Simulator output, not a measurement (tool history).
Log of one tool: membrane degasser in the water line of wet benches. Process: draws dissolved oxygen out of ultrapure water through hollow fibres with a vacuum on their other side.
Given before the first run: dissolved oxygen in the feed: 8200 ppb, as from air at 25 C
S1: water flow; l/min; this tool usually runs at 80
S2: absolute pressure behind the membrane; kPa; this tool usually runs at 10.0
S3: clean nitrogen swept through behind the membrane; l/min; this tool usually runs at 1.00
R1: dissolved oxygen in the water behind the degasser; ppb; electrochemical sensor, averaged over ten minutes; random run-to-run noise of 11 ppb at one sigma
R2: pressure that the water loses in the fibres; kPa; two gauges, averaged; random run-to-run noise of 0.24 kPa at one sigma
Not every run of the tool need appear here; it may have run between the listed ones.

run	day	S1	S2	S3	R1	R2
1	0.000	80	10.0	1.00	1056.0	64.01
2	8.083	80	10.0	1.00	1060.3	64.14
3	15.496	55	10.0	1.00	739.1	43.87
4	21.300	55	10.0	1.00	739.7	43.88
5	29.192	108	10.0	1.00	1423.8	86.12
6	37.104	80	10.0	1.12	998.8	64.22
7	48.400	56	10.0	1.00	747.1	44.35
8	59.396	66	10.0	1.00	892.4	52.70
9	69.517	87	10.0	1.00	1162.3	69.27
10	78.733	80	22.7	1.00	2302.7	63.57
11	83.758	60	21.7	1.00	1797.0	47.80
12	91.450	53	21.7	1.00	1622.9	41.87
13	98.608	80	10.0	1.54	856.4	63.51
14	105.071	80	10.0	1.54	851.0	63.81
# day 110.388: vacuum gauge calibrated
15	112.512	52	10.0	0.86	781.7	41.59
16	118.646	96	8.0	1.09	1007.4	76.59
17	128.079	96	8.0	1.09	1008.6	75.69
18	138.171	63	6.4	0.94	511.5	50.17

Predict each of these 3 candidate next runs independently; none follows another, all start after run 18:
A	146.317	63	20.4	0.94	?	?
B	146.317	71	7.9	2.97	?	?
C	146.317	105	19.9	0.58	?	?

run	R1	R2
A	1812.7	50.24
B	429.7	56.43
C	3055.4	83.04
Take away the tool's hidden state, keep each run's random variation, and the runs would have read:
run	R1	R2
A	1812.5	50.77
B	429.3	57.03
C	3055.3	83.91
